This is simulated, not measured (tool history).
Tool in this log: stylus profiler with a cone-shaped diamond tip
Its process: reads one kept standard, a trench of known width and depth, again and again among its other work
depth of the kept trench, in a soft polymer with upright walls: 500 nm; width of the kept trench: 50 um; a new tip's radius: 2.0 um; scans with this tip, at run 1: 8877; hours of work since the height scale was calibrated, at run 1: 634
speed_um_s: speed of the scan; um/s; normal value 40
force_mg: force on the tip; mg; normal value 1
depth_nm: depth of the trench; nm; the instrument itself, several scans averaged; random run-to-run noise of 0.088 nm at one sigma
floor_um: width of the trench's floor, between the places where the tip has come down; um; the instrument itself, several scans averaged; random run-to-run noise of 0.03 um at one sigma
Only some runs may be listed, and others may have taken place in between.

run    day  speed_um_s  force_mg  scans with this tip  hours of work since the height scale was calibrated  depth_nm  floor_um
  1      0          40         1                 8877                                                  634    502.31     46.44
  2  0.575          59         1                 8975                                                  641    502.37     46.31
  3  1.088          59      1.57                 9063                                                  648    503.14     46.42
  4  1.375          40      0.53                 9112                                                  651    501.69     46.32
  5  1.633          40      0.53                 9156                                                  654    501.83     46.26
  6  1.942          40      0.53                 9209                                                  658    501.75     46.29
  7   2.35          40      1.46                 9279                                                  663    502.88     46.45
  8  2.642          40      1.46                 9328                                                  667    502.68     46.43
  9  3.192          40      1.46                 9422                                                  673    502.76     46.33
 10  3.483          40      1.46                 9472                                                  677    502.93     46.33
 11  3.979          76         1                 9557                                                  683    502.52     46.17
 12  4.338          76         1                 9618                                                  687    502.49     46.22
 13  4.646          59       1.1                 9671                                                  691    502.53     46.26
 14  5.275          59       1.1                 9778                                                  699    502.54     46.24
 15  5.875          13       0.6                 9881                                                  706    501.79     46.45
 16  6.496          13       0.6                 9987                                                  714    501.84     46.39

Expected results for the next run?
 17  6.912          13       1.5                10058                                                  719         ?         ?

Run 17 came out at depth_nm 503.06 nm, floor_um 46.39 um.
The same run, on a tool lacking any hidden state, would have yielded depth_nm 502.48 nm, floor_um 47.29 um.
